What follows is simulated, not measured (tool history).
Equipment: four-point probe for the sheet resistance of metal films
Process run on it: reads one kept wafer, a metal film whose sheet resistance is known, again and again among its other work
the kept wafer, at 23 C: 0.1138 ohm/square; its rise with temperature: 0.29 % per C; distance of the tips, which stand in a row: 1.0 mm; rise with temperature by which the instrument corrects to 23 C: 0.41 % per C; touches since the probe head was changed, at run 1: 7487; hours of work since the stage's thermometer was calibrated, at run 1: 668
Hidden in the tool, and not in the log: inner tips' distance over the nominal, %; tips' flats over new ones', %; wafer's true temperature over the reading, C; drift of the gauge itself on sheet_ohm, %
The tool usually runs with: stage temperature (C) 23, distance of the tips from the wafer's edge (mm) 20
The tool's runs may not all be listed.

| run | hour | stage temperature (C) | distance of the tips from the wafer's edge (mm) | touches since the probe head was changed | hours of work since the stage's thermometer was calibrated | sheet resistance as the instrument gives it (ohm/square) |
|---|---|---|---|---|---|---|
| 1 | 0.0 | 23 | 20 | 7487 | 668 | 0.113819 |
| 2 | 52.2 | 23 | 20 | 8011 | 693 | 0.113845 |
| 3 | 82.2 | 23 | 15 | 8311 | 707 | 0.113954 |
| 4 | 114.8 | 23 | 15 | 8639 | 722 | 0.113949 |
| 5 | 160.6 | 23 | 15 | 9099 | 744 | 0.113983 |
| 6 | 197.7 | 23 | 4 | 9471 | 761 | 0.117415 |
| 7 | 238.1 | 23 | 31 | 9876 | 780 | 0.113838 |
| 8 | 282.1 | 23 | 20 | 10317 | 801 | 0.113867 |
| 9 | 328.1 | 23 | 20 | 10779 | 822 | 0.113898 |
| 10 | 371.6 | 23 | 20 | 11215 | 843 | 0.113835 |
| 11 | 414.4 | 23 | 20 | 11644 | 863 | 0.113852 |
| 12 | 463.4 | 23 | 20 | 12135 | 886 | 0.113891 |
| 13 | 505.9 | 23 | 20 | 12562 | 906 | 0.113847 |
| 14 | 533.6 | 23 | 20 | 12840 | 919 | 0.113882 |
| 15 | 595.0 | 23 | 20 | 13456 | 948 | 0.113879 |
| 16 | 634.5 | 21 | 20 | 13852 | 966 | 0.114134 |
| 17 | 691.7 | 22 | 45 | 14426 | 993 | 0.113873 |
| 18 | 720.2 | 18 | 15 | 14712 | 1007 | 0.114708 |
| 19 | 779.5 | 18 | 12 | 15307 | 1035 | 0.114857 |
| 20 | 814.1 | 24 | 3 | 15653 | 1051 | 0.120017 |
| 21 | 844.8 | 20 | 7 | 15961 | 1065 | 0.115427 |
| 22 | 900.9 | 29 | 4 | 16524 | 1092 | 0.116681 |
| 23 | 960.3 | 31 | 20 | 17121 | 1119 | 0.112858 |
| 24 | 989.0 | 18 | 28 | 17408 | 1133 | 0.114531 |
| 25 | 1031.7 | 31 | 55 | 17836 | 1153 | 0.112744 |
| 26 | 1089.9 | 27 | 51 | 18420 | 1180 | 0.113289 |
| 27 | 1129.6 | 27 | 51 | 18818 | 1199 | 0.113284 |
| 28 | 1156.4 | 32 | 57 | 19088 | 1212 | 0.112584 |
| 29 | 1203.7 | 24 | 49 | 19561 | 1234 | 0.113648 |
| 30 | 1246.2 | 24 | 49 | 19988 | 1254 | 0.113692 |
| 31 | 1308.1 | 24 | 49 | 20609 | 1283 | 0.113649 |

Below, some changes in sheet resistance as the instrument gives it (ohm/square) between adjacent runs. For each, the amount present without the hidden state too (settings, incoming material, random variation) and the amount remaining for the hidden state with gauge scatter not shared by both compared results:
Run 19 -> 20: stage temperature (C) 18 -> 24, distance of the tips from the wafer's edge (mm) 12 -> 3. sheet resistance as the instrument gives it (ohm/square) +0.005160: hidden state +0.000000, all else +0.005160.
Run 20 -> 21: stage temperature (C) 24 -> 20, distance of the tips from the wafer's edge (mm) 3 -> 7. sheet resistance as the instrument gives it (ohm/square) -0.004590: hidden state +0.000006, all else -0.004596.
Run 22 -> 23: stage temperature (C) 29 -> 31, distance of the tips from the wafer's edge (mm) 4 -> 20. sheet resistance as the instrument gives it (ohm/square) -0.003823: hidden state +0.000005, all else -0.003828.
Run 23 -> 24: stage temperature (C) 31 -> 18, distance of the tips from the wafer's edge (mm) 20 -> 28. sheet resistance as the instrument gives it (ohm/square) +0.001673: hidden state +0.000009, all else +0.001664.
Run 25 -> 26: stage temperature (C) 31 -> 27, distance of the tips from the wafer's edge (mm) 55 -> 51. sheet resistance as the instrument gives it (ohm/square) +0.000545: hidden state +0.000008, all else +0.000537.
Run 28 -> 29: stage temperature (C) 32 -> 24, distance of the tips from the wafer's edge (mm) 57 -> 49. sheet resistance as the instrument gives it (ohm/square) +0.001064: hidden state +0.000009, all else +0.001055.
